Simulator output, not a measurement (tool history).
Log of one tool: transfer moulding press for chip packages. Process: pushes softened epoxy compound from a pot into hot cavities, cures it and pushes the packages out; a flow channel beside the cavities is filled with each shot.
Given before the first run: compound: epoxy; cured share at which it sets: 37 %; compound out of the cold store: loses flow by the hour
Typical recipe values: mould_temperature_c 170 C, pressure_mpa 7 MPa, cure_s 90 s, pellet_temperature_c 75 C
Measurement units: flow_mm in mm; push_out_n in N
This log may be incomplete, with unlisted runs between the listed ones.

run     day  mould_temperature_c  pressure_mpa  cure_s  pellet_temperature_c  incoming compound's hours out of the cold store  flow_mm  push_out_n
  1       0                  170             7      90                    75                                             36.6      505         375
  2   0.538                  170             7      90                    75                                               22      539         382
  3   0.954                  170             7      90                    75                                               10      568         401
      1.483  -- cavities cleaned with cleaning compound and waxed
  4   1.633                  170             7      90                    75                                             10.6      567         389
  5   2.058                  170             7      90                    83                                             46.5      483         360
  6   2.462                  170             7      90                    83                                             33.1      514         368
  7   2.908                  170             7     117                    75                                             31.9      514         282
      3.054  -- cavities cleaned with cleaning compound and waxed
      3.475  -- plunger's sealing rings changed
  8   3.475                  170             7      90                    75                                             47.2      483         350
  9   3.779                  170          6.79      90                    75                                             25.2      524         388
 10   4.304                  170          6.79      90                    75                                             23.2      527         375
      4.746  -- cavities cleaned with cleaning compound and waxed
 11   5.025                  170             7     100                    75                                             24.5      533         300
 12   5.425                  170             7     100                    75                                             21.2      540         319
 13   6.033                  168             7     100                    75                                             39.7      501         346
      6.304  -- cavities cleaned with cleaning compound and waxed
 14   6.721                  170             7      90                    75                                             15.7      553         375
 15   7.146                  166          8.28      90                    81                                             46.1      532         457
 16   7.775                  174             7      90                    68                                             23.6      527         315
      7.883  -- cavities cleaned with cleaning compound and waxed
 17   8.308                  172             7     105                    68                                             32.8      509         286
 18   8.662                  172             7     105                    68                                             46.6      480         287
 19   9.267                  170          7.88     109                    83                                             11.1      598         301
      9.475  -- cavities cleaned with cleaning compound and waxed
 20  10.004                  170          5.52      90                    75                                               17      489         382
 21  10.367                  178             7      90                    66                                             31.2      506         285

Run 22 is up next; what results do you expect?
 22  10.9                  164          6.46      90                    75                                               23        ?           ?

flow_mm: 523 mm
push_out_n: 582 N
Were there no unlogged condition in the tool, this run, its random variation unchanged, would have produced flow_mm 523 mm, push_out_n 575 N.
